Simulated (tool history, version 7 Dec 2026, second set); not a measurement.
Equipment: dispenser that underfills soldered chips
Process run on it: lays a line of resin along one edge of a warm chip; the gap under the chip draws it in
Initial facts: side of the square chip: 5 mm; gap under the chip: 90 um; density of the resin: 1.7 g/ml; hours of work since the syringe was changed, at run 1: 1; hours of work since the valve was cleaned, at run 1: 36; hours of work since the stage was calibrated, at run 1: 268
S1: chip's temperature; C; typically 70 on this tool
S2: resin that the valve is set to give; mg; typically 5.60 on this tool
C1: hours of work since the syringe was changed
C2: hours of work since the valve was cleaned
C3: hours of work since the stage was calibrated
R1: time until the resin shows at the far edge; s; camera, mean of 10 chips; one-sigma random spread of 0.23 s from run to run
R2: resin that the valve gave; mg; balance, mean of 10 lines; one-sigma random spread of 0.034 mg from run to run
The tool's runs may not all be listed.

Run 1, hour 0.0: usual settings; C1 1; C2 36; C3 268. Result: R1 4.5 s, R2 5.50 mg.
Run 2, hour 12.0: usual settings; C1 8; C2 44; C3 275. Result: R1 6.9 s, R2 5.37 mg.
At hour 13.1: new syringe of resin.
Run 3, hour 20.9: usual settings; C1 5; C2 49; C3 280. Result: R1 6.1 s, R2 5.38 mg.
At hour 27.7: new syringe of resin.
Run 4, hour 31.3: usual settings; C1 2; C2 55; C3 286. Result: R1 5.2 s, R2 5.35 mg.
Run 5, hour 37.4: usual settings but S1 56 C; C1 6; C2 59; C3 290. Result: R1 13.2 s, R2 5.27 mg.
At hour 42.4: new syringe of resin.
Run 6, hour 50.8: usual settings; C1 5; C2 67; C3 298. Result: R1 5.7 s, R2 5.22 mg.
At hour 57.0: new syringe of resin.
Run 7, hour 62.4: usual settings; C1 3; C2 74; C3 305. Result: R1 5.3 s, R2 5.27 mg.
At hour 71.4: new syringe of resin.
Run 8, hour 76.4: usual settings; C1 3; C2 82; C3 313. Result: R1 5.2 s, R2 5.24 mg.
At hour 86.1: new syringe of resin.
Run 9, hour 89.5: usual settings; C1 2; C2 90; C3 321. Result: R1 5.3 s, R2 5.20 mg.
Run 10, hour 98.8: usual settings; C1 8; C2 96; C3 327. Result: R1 7.3 s, R2 5.03 mg.
At hour 100.4: new syringe of resin.
Run 11, hour 109.1: usual settings; C1 5; C2 102; C3 333. Result: R1 6.2 s, R2 5.03 mg.
At hour 113.8: dispensing valve cleaned and set on the balance.
At hour 115.9: new syringe of resin.
Run 12, hour 116.5: usual settings; C1 0; C2 1; C3 337. Result: R1 3.7 s, R2 5.57 mg.
Run 13, hour 127.9: usual settings; C1 7; C2 8; C3 344. Result: R1 6.9 s, R2 5.57 mg.
At hour 130.2: new syringe of resin.
Run 14, hour 136.3: usual settings but S2 6.31 mg; C1 4; C2 13; C3 349. Result: R1 5.5 s, R2 6.21 mg.
At hour 144.8: new syringe of resin.
Run 15, hour 147.0: usual settings but S2 6.59 mg; C1 1; C2 20; C3 355. Result: R1 4.7 s, R2 6.44 mg.
At hour 159.2: new syringe of resin.
Run 16, hour 160.1: usual settings but S2 6.59 mg; C1 1; C2 28; C3 363. Result: R1 4.4 s, R2 6.41 mg.
Run 17, hour 168.6: usual settings but S1 56 C; C1 6; C2 33; C3 368. Result: R1 12.8 s, R2 5.46 mg.
At hour 173.7: new syringe of resin.
Run 18, hour 182.1: usual settings but S1 62 C, S2 5.67 mg; C1 5; C2 41; C3 376. Result: R1 8.6 s, R2 5.50 mg.
At hour 188.2: new syringe of resin.
Run 19, hour 194.1: usual settings but S1 62 C, S2 5.67 mg; C1 4; C2 48; C3 383. Result: R1 8.1 s, R2 5.41 mg.
At hour 202.2: new syringe of resin.
Run 20, hour 203.6: usual settings but S1 62 C, S2 5.67 mg; C1 1; C2 54; C3 389. Result: R1 6.5 s, R2 5.39 mg.
Run 21, hour 215.4: usual settings but S1 62 C, S2 5.67 mg; C1 8; C2 61; C3 396. Result: R1 10.2 s, R2 5.27 mg.
At hour 216.6: new syringe of resin.
Run 22, hour 230.3: usual settings but S1 67 C, S2 6.07 mg; C1 8; C2 70; C3 405. Result: R1 8.1 s, R2 5.71 mg.
At hour 231.6: new syringe of resin.
Run 23, hour 242.5: usual settings but S2 5.12 mg; C1 7; C2 77; C3 412. Result: R1 6.7 s, R2 4.75 mg.
At hour 246.5: new syringe of resin.
Run 24, hour 254.1: usual settings but S1 84 C, S2 6.30 mg; C1 5; C2 84; C3 419. Result: R1 3.1 s, R2 5.74 mg.
At hour 261.5: new syringe of resin.
Run 25, hour 265.8: usual settings but S1 62 C, S2 6.01 mg; C1 3; C2 91; C3 426. Result: R1 7.9 s, R2 5.43 mg.
At hour 276.3: new syringe of resin.
Run 26, hour 280.6: usual settings but S1 73 C, S2 4.98 mg; C1 3; C2 100; C3 435. Result: R1 4.4 s, R2 4.46 mg.
At hour 288.9: dispensing valve cleaned and set on the balance.
Run 27, hour 289.6: usual settings but S1 66 C, S2 6.98 mg; C1 7; C2 0; C3 440. Result: R1 7.9 s, R2 6.92 mg.
At hour 292.2: new syringe of resin.
Run 28, hour 304.3: usual settings but S1 80 C, S2 5.38 mg; C1 7; C2 9; C3 449. Result: R1 4.2 s, R2 5.32 mg.

Run 29 comes next. What will it give?
At hour 306.8: new syringe of resin.
Run 29, hour 317.7: usual settings but S1 80 C, S2 5.38 mg; C1 7; C2 17; C3 457. Result: R1 ?, R2 ?.

R1: 3.9 s
R2: 5.28 mg
If the tool had no hidden condition, the same run with the same run-to-run variation would have returned R1 3.0 s, R2 5.36 mg.
